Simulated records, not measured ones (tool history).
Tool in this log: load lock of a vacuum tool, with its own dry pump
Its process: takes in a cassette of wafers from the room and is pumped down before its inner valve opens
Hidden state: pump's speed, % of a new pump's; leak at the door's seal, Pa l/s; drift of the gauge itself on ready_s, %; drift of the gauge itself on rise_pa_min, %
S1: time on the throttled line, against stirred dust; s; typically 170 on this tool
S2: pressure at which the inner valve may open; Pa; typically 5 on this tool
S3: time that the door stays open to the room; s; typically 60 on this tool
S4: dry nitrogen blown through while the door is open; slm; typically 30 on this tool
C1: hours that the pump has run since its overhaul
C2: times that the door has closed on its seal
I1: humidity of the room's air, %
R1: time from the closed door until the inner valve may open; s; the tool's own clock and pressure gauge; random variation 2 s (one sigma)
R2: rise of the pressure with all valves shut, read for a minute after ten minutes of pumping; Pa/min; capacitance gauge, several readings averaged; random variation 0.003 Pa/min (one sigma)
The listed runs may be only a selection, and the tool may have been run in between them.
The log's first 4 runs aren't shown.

run	day	S1	S2	S3	S4	C1	C2	I1	R1	R2
5	13.062	207	5	60	30	6512	10722	46.1	394.2	0.051
6	15.075	137	5	60	30	6560	10945	45.3	334.2	0.051
7	17.838	137	5	60	30	6626	11250	45.5	332.1	0.051
8	22.233	137	5	60	30	6732	11737	45.3	333.7	0.056
9	25.45	137	5	60	30	6809	12093	44.9	335.8	0.054
10	29.425	137	5	60	30	6904	12533	44.6	338.8	0.062
11	33.854	170	5	60	7	7011	13024	44.5	361.1	0.074
12	37.104	170	5	60	4	7089	13384	45.9	363.3	0.075
13	41.458	170	5	60	30	7193	13865	44.7	363.4	0.064
14	46.279	170	5	60	30	7309	14399	48.1	364	0.072
15	48.596	170	5	60	30	7364	14656	46.2	366.6	0.073
16	53.079	170	5	60	30	7472	15152	41.8	366.3	0.072
17	56.483	170	5	60	30	7554	15529	46.2	365.6	0.073
18	61.15	170	5	60	30	7666	16045	45.3	364.4	0.08
19	63.862	170	5	60	30	7731	16346	49.2	364.5	0.08
20	68.546	219	4	60	6	7843	16864	47.6	412	0.098
21	71	208	7	60	6	7902	17136	41.8	387.1	0.089
22	75.238	208	8	93	7	8004	17605	45.8	390	0.099
23	77.758	170	5	60	4	8064	17884	44.5	369.9	0.105

Run 24 has not been measured yet. What should we expect?
24	80.288	170	5	50	30	8125	18164	46.2	?	?

{"run 24": {"R1": 373.1, "R2": 0.084}}
With the hidden condition absent and the run-to-run variation left alone, this run would have shown R1 330.5 s, R2 0.006 Pa/min.
